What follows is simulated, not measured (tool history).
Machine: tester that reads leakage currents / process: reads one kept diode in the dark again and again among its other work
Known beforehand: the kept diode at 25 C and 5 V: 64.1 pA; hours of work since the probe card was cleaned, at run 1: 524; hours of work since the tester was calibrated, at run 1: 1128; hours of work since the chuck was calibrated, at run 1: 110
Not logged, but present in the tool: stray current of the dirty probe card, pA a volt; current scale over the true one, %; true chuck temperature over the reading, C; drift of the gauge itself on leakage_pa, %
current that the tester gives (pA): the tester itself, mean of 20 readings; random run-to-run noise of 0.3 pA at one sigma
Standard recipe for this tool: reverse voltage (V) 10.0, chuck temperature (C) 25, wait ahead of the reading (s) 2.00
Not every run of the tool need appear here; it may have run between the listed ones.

run	day	reverse voltage (V)	chuck temperature (C)	wait ahead of the reading (s)	hours of work since the probe card was cleaned	hours of work since the tester was calibrated	hours of work since the chuck was calibrated	current that the tester gives (pA)
1	0.000	10.0	25	2.00	524	1128	110	107.40
2	1.467	10.0	25	2.00	550	1153	136	106.82
3	2.762	10.0	25	2.00	572	1176	159	106.19
4	3.854	10.0	25	2.00	591	1195	178	106.92
5	5.300	10.0	25	0.32	617	1220	203	110.58
6	6.496	10.0	25	0.32	637	1241	224	110.85
7	7.446	10.0	25	0.32	654	1258	240	110.49
8	9.096	10.0	31	1.06	683	1286	269	165.61
9	10.096	4.0	23	3.04	700	1304	286	50.80
10	11.604	10.0	25	0.58	726	1330	312	109.11
11	12.996	12.9	37	0.58	751	1354	337	295.90
12	14.025	12.9	37	0.58	768	1372	355	294.57
13	15.242	10.0	47	2.48	790	1393	376	504.36
14	17.158	11.2	25	0.61	823	1427	409	117.00

3 ways to go on from here, each from the tool as it stands after run 14. What would each give?
A	19.171	10.0	47	2.00	858	1462	444	?
B	19.171	3.6	25	0.34	858	1462	444	?
C	19.171	11.7	55	3.69	858	1462	444	?

run	current that the tester gives (pA)
A	496.64
B	55.90
C	947.62
With no hidden state in the tool, these same runs would have given:
run	current that the tester gives (pA)
A	525.08
B	54.29
C	1013.48
